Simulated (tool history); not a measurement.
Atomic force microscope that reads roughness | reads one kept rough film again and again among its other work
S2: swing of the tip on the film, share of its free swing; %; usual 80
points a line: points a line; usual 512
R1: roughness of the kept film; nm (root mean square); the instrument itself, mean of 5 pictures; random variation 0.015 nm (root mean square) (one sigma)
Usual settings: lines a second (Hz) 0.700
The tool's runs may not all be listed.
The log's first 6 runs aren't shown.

{"run": 7, "hour": 118.8, "lines a second (Hz)": 0.7, "S2": 80, "points a line": 512, "R1": 3.11}
{"run": 8, "hour": 136.4, "lines a second (Hz)": 0.7, "S2": 80, "points a line": 512, "R1": 3.058}
{"hour": 144.1, "done": "new tip fitted"}
{"run": 9, "hour": 150.8, "lines a second (Hz)": 0.7, "S2": 80, "points a line": 512, "R1": 3.536}
{"run": 10, "hour": 169.8, "lines a second (Hz)": 3.17, "S2": 80, "points a line": 512, "R1": 3.169}
{"run": 11, "hour": 199.1, "lines a second (Hz)": 3.17, "S2": 80, "points a line": 512, "R1": 3.106}
{"run": 12, "hour": 231.4, "lines a second (Hz)": 3.17, "S2": 80, "points a line": 512, "R1": 3.023}
{"run": 13, "hour": 251.4, "lines a second (Hz)": 3.17, "S2": 80, "points a line": 512, "R1": 2.996}
{"run": 14, "hour": 265.5, "lines a second (Hz)": 0.7, "S2": 80, "points a line": 512, "R1": 3.238}
{"run": 15, "hour": 285.8, "lines a second (Hz)": 0.7, "S2": 80, "points a line": 543, "R1": 3.185}
{"run": 16, "hour": 301.3, "lines a second (Hz)": 0.7, "S2": 88, "points a line": 512, "R1": 3.133}
{"run": 17, "hour": 333.6, "lines a second (Hz)": 0.7, "S2": 88, "points a line": 512, "R1": 3.031}
{"hour": 359.3, "done": "new tip fitted"}
{"run": 18, "hour": 362.0, "lines a second (Hz)": 0.7, "S2": 80, "points a line": 466, "R1": 3.56}
{"run": 19, "hour": 389.5, "lines a second (Hz)": 0.739, "S2": 57, "points a line": 321, "R1": 3.517}
{"run": 20, "hour": 402.8, "lines a second (Hz)": 2.363, "S2": 65, "points a line": 512, "R1": 3.404}
{"run": 21, "hour": 417.0, "lines a second (Hz)": 3.403, "S2": 80, "points a line": 631, "R1": 3.094}
{"run": 22, "hour": 439.3, "lines a second (Hz)": 1.201, "S2": 62, "points a line": 274, "R1": 3.367}
{"run": 23, "hour": 455.5, "lines a second (Hz)": 0.7, "S2": 59, "points a line": 575, "R1": 3.368}
{"run": 24, "hour": 483.4, "lines a second (Hz)": 2.071, "S2": 80, "points a line": 488, "R1": 3.067}
{"run": 25, "hour": 513.1, "lines a second (Hz)": 2.801, "S2": 80, "points a line": 488, "R1": 2.947}
{"run": 26, "hour": 527.3, "lines a second (Hz)": 2.801, "S2": 80, "points a line": 488, "R1": 2.923}
{"run": 27, "hour": 557.8, "lines a second (Hz)": 0.815, "S2": 80, "points a line": 758, "R1": 3.067}
{"hour": 573.8, "done": "new tip fitted"}
{"run": 28, "hour": 578.4, "lines a second (Hz)": 0.7, "S2": 80, "points a line": 258, "R1": 3.519}
{"run": 29, "hour": 606.6, "lines a second (Hz)": 0.7, "S2": 80, "points a line": 258, "R1": 3.439}
{"run": 30, "hour": 631.4, "lines a second (Hz)": 0.518, "S2": 67, "points a line": 516, "R1": 3.444}

Forecast each of these 4 alternatives for the next run:
{"run": "A", "hour": 659.0, "lines a second (Hz)": 0.518, "S2": 75, "points a line": 910, "R1": "?"}
{"run": "B", "hour": 659.0, "lines a second (Hz)": 0.7, "S2": 89, "points a line": 512, "R1": "?"}
{"run": "C", "hour": 659.0, "lines a second (Hz)": 2.525, "S2": 80, "points a line": 512, "R1": "?"}
{"run": "D", "hour": 659.0, "lines a second (Hz)": 0.922, "S2": 81, "points a line": 374, "R1": "?"}

run=A R1=3.386
run=B R1=3.296
run=C R1=3.138
run=D R1=3.296
Without the tool's hidden state the same runs would have given:
run=A R1=3.643
run=B R1=3.546
run=C R1=3.375
run=D R1=3.546
